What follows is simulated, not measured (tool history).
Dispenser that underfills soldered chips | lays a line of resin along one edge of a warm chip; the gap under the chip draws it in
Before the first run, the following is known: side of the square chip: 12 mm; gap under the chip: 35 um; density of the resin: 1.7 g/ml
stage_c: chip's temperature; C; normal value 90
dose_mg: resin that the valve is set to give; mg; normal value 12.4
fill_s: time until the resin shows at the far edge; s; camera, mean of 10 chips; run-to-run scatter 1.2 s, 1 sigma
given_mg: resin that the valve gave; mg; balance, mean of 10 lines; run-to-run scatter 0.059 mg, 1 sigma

run,day,stage_c,dose_mg,fill_s,given_mg
1,0.000,90,12.4,190.5,12.06
# day 0.129: new syringe of resin
2,0.392,80,12.4,269.9,11.91
# day 0.604: new syringe of resin
3,0.683,80,12.4,213.9,11.85
# day 1.083: new syringe of resin
4,1.154,80,12.4,201.3,11.81
# day 1.475: dispensing valve cleaned and set on the balance
# day 1.583: new syringe of resin
5,1.675,86,12.4,157.1,12.28
# day 2.050: new syringe of resin
6,2.104,86,12.4,150.3,12.31
7,2.333,86,12.4,204.8,12.08
# day 2.504: new syringe of resin
8,2.562,101,12.4,76.3,12.14
# day 2.967: new syringe of resin
9,3.029,78,12.4,224.8,12.10
# day 3.425: new syringe of resin
10,3.475,78,12.4,216.3,12.03
11,3.796,78,16.1,319.8,15.52
# day 3.912: new syringe of resin
12,4.188,98,11.8,118.9,11.27
# day 4.392: new syringe of resin
13,4.521,103,11.9,79.4,11.29
# day 4.871: new syringe of resin
14,4.879,105,14.0,59.4,13.16
# day 5.000: dispensing valve cleaned and set on the balance
# day 5.388: new syringe of resin
15,5.412,102,15.7,67.5,15.72
# day 5.862: new syringe of resin
16,5.879,102,15.7,65.8,15.55
# day 6.321: new syringe of resin
17,6.329,102,15.7,65.0,15.45
18,6.658,80,11.2,298.9,10.95
# day 6.788: new syringe of resin
19,6.950,78,15.4,248.3,14.95

Per-run results on a tool with no hidden state, each run keeping its own random variation:
Hidden conditions of the tool in this case: resin's viscosity, % of fresh resin's; dose that the valve gives, % of what is set; true chip temperature over the reading, C; drift of the gauge itself on fill_s, %; drift of the gauge itself on given_mg, %.
run,fill_s,given_mg
1,118.7,12.48
2,189.5,12.41
3,193.4,12.40
4,186.1,12.47
5,143.6,12.32
6,143.9,12.44
7,142.6,12.26
8,73.4,12.37
9,212.7,12.44
10,212.9,12.46
11,202.8,16.19
12,83.6,11.84
13,66.9,11.92
14,60.5,14.00
15,68.8,15.76
16,67.8,15.73
17,67.8,15.75
18,197.4,11.23
19,206.8,15.41
